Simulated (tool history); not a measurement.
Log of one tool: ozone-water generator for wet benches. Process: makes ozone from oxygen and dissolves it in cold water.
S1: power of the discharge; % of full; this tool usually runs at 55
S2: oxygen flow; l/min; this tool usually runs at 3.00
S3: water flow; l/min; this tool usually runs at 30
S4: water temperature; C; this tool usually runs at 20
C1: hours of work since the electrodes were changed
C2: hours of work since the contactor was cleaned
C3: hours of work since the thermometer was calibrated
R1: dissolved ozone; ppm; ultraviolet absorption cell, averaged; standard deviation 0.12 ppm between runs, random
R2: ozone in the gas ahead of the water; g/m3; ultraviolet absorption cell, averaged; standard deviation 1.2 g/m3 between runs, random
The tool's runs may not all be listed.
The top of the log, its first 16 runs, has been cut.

run	hour	S1	S2	S3	S4	C1	C2	C3	R1	R2
17	822.8	55	3.00	30	19	1204	4318	3104	9.6	210.0
18	895.8	55	3.00	30	13	1271	4385	3171	10.1	212.5
19	938.2	58	3.16	20	16	1310	4424	3210	16.1	211.6
20	977.0	58	3.16	20	16	1345	4460	3245	16.0	213.0
21	1041.1	58	3.16	20	16	1404	4518	3304	16.0	211.5
22	1118.1	42	2.12	26	23	1475	4589	3375	8.4	214.0
23	1160.8	42	2.12	26	23	1514	4628	3414	8.6	212.5
# hour 1191.5: water thermometer calibrated
24	1196.6	42	2.12	26	23	1546	4661	5	8.5	214.6
25	1247.8	42	2.12	26	23	1593	4707	52	8.6	213.2
26	1281.0	54	3.00	40	20	1623	4738	82	6.6	206.9
27	1319.2	54	3.00	40	20	1659	4773	117	6.4	207.2
28	1353.9	43	3.00	30	16	1690	4805	149	8.4	176.2
29	1400.1	74	3.00	23	16	1733	4847	191	16.2	258.0
30	1468.5	74	3.00	23	16	1795	4910	254	16.2	256.8
31	1509.6	46	3.00	23	22	1833	4947	292	11.0	182.6
32	1575.5	46	3.00	23	22	1893	5008	352	10.9	183.0
33	1641.4	46	3.00	23	22	1954	5068	412	10.9	183.7

Below are 4 alternative next runs, each starting from the tool's condition after run 33. Predict each:
A	1690.5	49	2.71	47	22	1999	5113	457	?	?
B	1690.5	83	3.00	22	22	1999	5113	457	?	?
C	1690.5	76	2.50	23	22	1999	5113	457	?	?
D	1690.5	46	4.16	23	22	1999	5113	457	?	?

run	R1	R2
A	4.8	204.9
B	17.2	278.3
C	15.4	292.8
D	11.2	151.8
The same runs, with their run-to-run variation unchanged, on a tool lacking any hidden condition would have given:
run	R1	R2
A	5.3	210.0
B	19.0	288.8
C	17.0	303.2
D	12.1	155.3

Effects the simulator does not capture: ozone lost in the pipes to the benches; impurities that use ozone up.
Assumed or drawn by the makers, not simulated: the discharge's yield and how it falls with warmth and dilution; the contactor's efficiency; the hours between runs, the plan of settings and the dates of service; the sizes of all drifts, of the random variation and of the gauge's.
